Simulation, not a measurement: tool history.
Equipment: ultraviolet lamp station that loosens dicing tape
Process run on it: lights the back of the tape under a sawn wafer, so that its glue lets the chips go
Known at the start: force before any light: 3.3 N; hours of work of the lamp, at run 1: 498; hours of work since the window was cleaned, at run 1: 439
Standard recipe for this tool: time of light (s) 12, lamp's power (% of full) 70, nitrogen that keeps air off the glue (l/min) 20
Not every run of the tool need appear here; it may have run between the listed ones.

| run | hour | time of light (s) | lamp's power (% of full) | nitrogen that keeps air off the glue (l/min) | hours of work of the lamp | hours of work since the window was cleaned | force that peels the tape off (N) | light that reached the tape (mJ/cm2) |
|---|---|---|---|---|---|---|---|---|
| 1 | 0.0 | 12 | 70 | 20 | 498 | 439 | 0.463 | 335 |
| 2 | 10.0 | 11 | 70 | 20 | 506 | 446 | 0.520 | 305 |
| 3 | 22.0 | 11 | 70 | 20 | 515 | 456 | 0.523 | 310 |
| 4 | 35.6 | 11 | 70 | 20 | 526 | 466 | 0.537 | 304 |
| 5 | 47.9 | 11 | 70 | 20 | 536 | 476 | 0.540 | 301 |
| 6 | 61.6 | 17 | 70 | 20 | 546 | 487 | 0.267 | 463 |
| 7 | 74.3 | 13 | 70 | 20 | 556 | 496 | 0.435 | 350 |
| 8 | 85.3 | 13 | 99 | 20 | 565 | 505 | 0.239 | 492 |
| 9 | 97.1 | 13 | 99 | 20 | 574 | 514 | 0.260 | 483 |
| 10 | 107.7 | 13 | 99 | 20 | 582 | 523 | 0.243 | 485 |
| 11 | 121.4 | 12 | 70 | 10 | 593 | 533 | 0.738 | 310 |
| 12 | 131.1 | 12 | 70 | 10 | 600 | 541 | 0.714 | 316 |
| 13 | 139.0 | 12 | 73 | 20 | 607 | 547 | 0.500 | 328 |
| 14 | 150.8 | 13 | 99 | 10 | 616 | 556 | 0.388 | 471 |
| 15 | 164.4 | 13 | 99 | 10 | 626 | 567 | 0.379 | 469 |
| 16 | 173.7 | 7 | 99 | 7 | 634 | 574 | 1.134 | 253 |
|  | 175.5 | window cleaned of glue's vapour |
| 17 | 187.1 | 12 | 79 | 20 | 644 | 9 | 0.546 | 304 |
| 18 | 201.1 | 12 | 76 | 20 | 655 | 20 | 0.587 | 287 |
| 19 | 209.5 | 19 | 66 | 10 | 661 | 26 | 0.539 | 392 |
| 20 | 226.1 | 23 | 81 | 20 | 674 | 39 | 0.194 | 582 |
| 21 | 244.1 | 19 | 67 | 20 | 688 | 53 | 0.340 | 388 |
| 22 | 260.9 | 19 | 67 | 20 | 701 | 67 | 0.356 | 390 |
|  | 266.5 | window cleaned of glue's vapour, once more |
| 23 | 272.8 | 19 | 67 | 20 | 710 | 5 | 0.216 | 519 |

What will run 24 give?
| 24 | 284.7 | 18 | 67 | 20 | 719 | 14 | ? | ? |

force that peels the tape off (N): 0.238
light that reached the tape (mJ/cm2): 495
Minus the tool's unlogged condition, the same run would have read force that peels the tape off (N) 0.154, light that reached the tape (mJ/cm2) 680.
